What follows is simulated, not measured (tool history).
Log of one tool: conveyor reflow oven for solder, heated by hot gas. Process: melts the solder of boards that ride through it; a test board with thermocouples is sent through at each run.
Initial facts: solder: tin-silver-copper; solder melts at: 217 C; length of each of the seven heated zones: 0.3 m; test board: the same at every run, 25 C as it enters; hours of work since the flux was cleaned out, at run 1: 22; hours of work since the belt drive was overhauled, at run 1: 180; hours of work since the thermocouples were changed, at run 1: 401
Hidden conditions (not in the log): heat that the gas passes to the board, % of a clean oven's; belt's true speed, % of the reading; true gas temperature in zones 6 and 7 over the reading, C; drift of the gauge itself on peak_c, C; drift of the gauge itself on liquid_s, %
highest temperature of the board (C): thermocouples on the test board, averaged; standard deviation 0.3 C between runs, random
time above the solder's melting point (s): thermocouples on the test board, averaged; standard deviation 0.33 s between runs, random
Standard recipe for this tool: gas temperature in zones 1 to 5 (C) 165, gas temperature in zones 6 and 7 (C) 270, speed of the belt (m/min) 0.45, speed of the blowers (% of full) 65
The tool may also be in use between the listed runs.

run,day,gas temperature in zones 1 to 5 (C),gas temperature in zones 6 and 7 (C),speed of the belt (m/min),speed of the blowers (% of full),hours of work since the flux was cleaned out,hours of work since the belt drive was overhauled,hours of work since the thermocouples were changed,highest temperature of the board (C),time above the solder's melting point (s)
1,0,165,270,0.45,65,22,180,401,249.2,52.8
2,0.662,165,270,0.45,65,31,188,410,248.5,52.9
3,1.408,165,271,0.45,65,40,198,420,249.3,53.5
4,2.642,165,271,0.45,65,56,214,435,249.3,53.6
5,3.283,165,271,0.45,65,64,222,444,249.6,53.6
6,4.625,165,271,0.45,65,81,239,461,248.9,53.3
7,5.754,165,271,0.45,65,96,254,475,248.8,52.9
8,6.6,174,271,0.45,65,107,265,486,250.7,57.4
9,7.242,174,271,0.45,65,115,273,494,250.4,57.9
10,8.671,165,270,0.45,65,133,291,513,247.7,51.4
11,10.108,165,270,0.45,65,152,310,531,247.4,52.4
12,10.812,165,270,0.45,65,161,319,540,247.5,51.3
13,11.671,165,270,0.45,65,172,330,551,247.2,51.6
14,12.442,165,270,0.45,65,182,339,561,247,51.6
15,13.067,165,270,0.45,71,190,347,569,248.4,53.2
16,13.725,165,285,0.45,71,198,356,578,261.9,63
17,14.496,167,285,0.421,71,208,366,587,264.4,69.3
18,15.229,167,275,0.421,72,217,375,597,256.5,65
19,16.667,167,275,0.421,72,236,394,615,256,63.9
20,17.442,165,280,0.45,67,246,404,625,255.5,58.6
21,18.517,165,280,0.45,67,260,417,639,254.7,58.4
# day 19.954: flux residue cleaned out of gas plates and filters
22,19.954,172,270,0.451,65,0,433,655,249.9,58
23,20.688,172,270,0.451,65,9,443,664,250.6,57.4
24,21.775,172,270,0.451,65,23,457,678,250.7,57.2
25,22.867,158,270,0.458,77,37,471,692,251,52.6
26,23.796,158,270,0.458,77,49,482,704,250.8,53.2
27,25.096,158,270,0.458,77,66,499,721,250.2,52.7
28,25.992,158,270,0.458,77,77,511,732,250.5,52.3
29,27.396,165,270,0.425,51,95,529,750,244.7,51.6
30,28.283,168,266,0.383,79,107,540,762,254.1,71.7
# day 29.258: thermocouples of zones 6 and 7 changed
31,29.338,157,270,0.42,65,119,552,1,249.7,56.7

Consider 3 possible next runs. They are alternatives, not a sequence: every one starts from the tool as it was left by run 31. What does each give?
A,30.088,157,268,0.422,52,129,562,11,?,?
B,30.088,159,284,0.45,62,129,562,11,?,?
C,30.088,157,270,0.42,62,129,562,11,?,?

run,highest temperature of the board (C),time above the solder's melting point (s)
A,242.8,47
B,258.1,58.5
C,249.3,54.5
What these runs would have given with no unlogged condition in the tool:
run,highest temperature of the board (C),time above the solder's melting point (s)
A,243.3,47.1
B,258.9,58.4
C,250,54.6
